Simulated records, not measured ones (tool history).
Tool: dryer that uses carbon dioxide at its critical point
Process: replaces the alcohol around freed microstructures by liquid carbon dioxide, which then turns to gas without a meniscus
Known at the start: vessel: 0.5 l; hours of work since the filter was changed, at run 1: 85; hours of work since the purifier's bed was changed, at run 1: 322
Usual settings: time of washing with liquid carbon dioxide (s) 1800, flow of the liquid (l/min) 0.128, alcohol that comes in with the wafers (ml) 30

run,hour,time of washing with liquid carbon dioxide (s),flow of the liquid (l/min),alcohol that comes in with the wafers (ml),hours of work since the filter was changed,hours of work since the purifier's bed was changed,alcohol left in the vessel before it's heated (ppm by volume)
1,0,1800,0.128,30,85,322,87
2,12,1800,0.128,30,90,328,83
3,32.9,1140,0.128,30,100,337,768
4,55.6,1140,0.128,30,110,348,792
5,77.7,1140,0.128,30,120,358,778
6,98.5,1140,0.128,30,130,367,806
7,122.7,1140,0.128,30,141,378,812
8,140,1140,0.128,30,149,386,833
9,163,1800,0.128,21,159,397,87
10,183.7,1800,0.128,21,168,406,90
11,199.9,1800,0.128,21,176,413,93
12,216.1,1800,0.128,21,183,421,93
13,226.3,1800,0.128,30,188,425,107
14,240.1,1800,0.128,30,194,432,117
15,255,1260,0.188,51,201,438,140
16,267.5,2040,0.147,53,206,444,55
17,282.7,2040,0.147,53,213,451,60
18,303.7,1740,0.099,78,223,460,1107
19,322.1,1500,0.172,53,231,469,109

The next listed run, before its measurement:
20,342.1,1740,0.154,32,240,478,?

Run 20 gave alcohol left in the vessel before it's heated (ppm by volume) 75.
Without the tool's hidden state the same run would have given alcohol left in the vessel before it's heated (ppm by volume) 17.
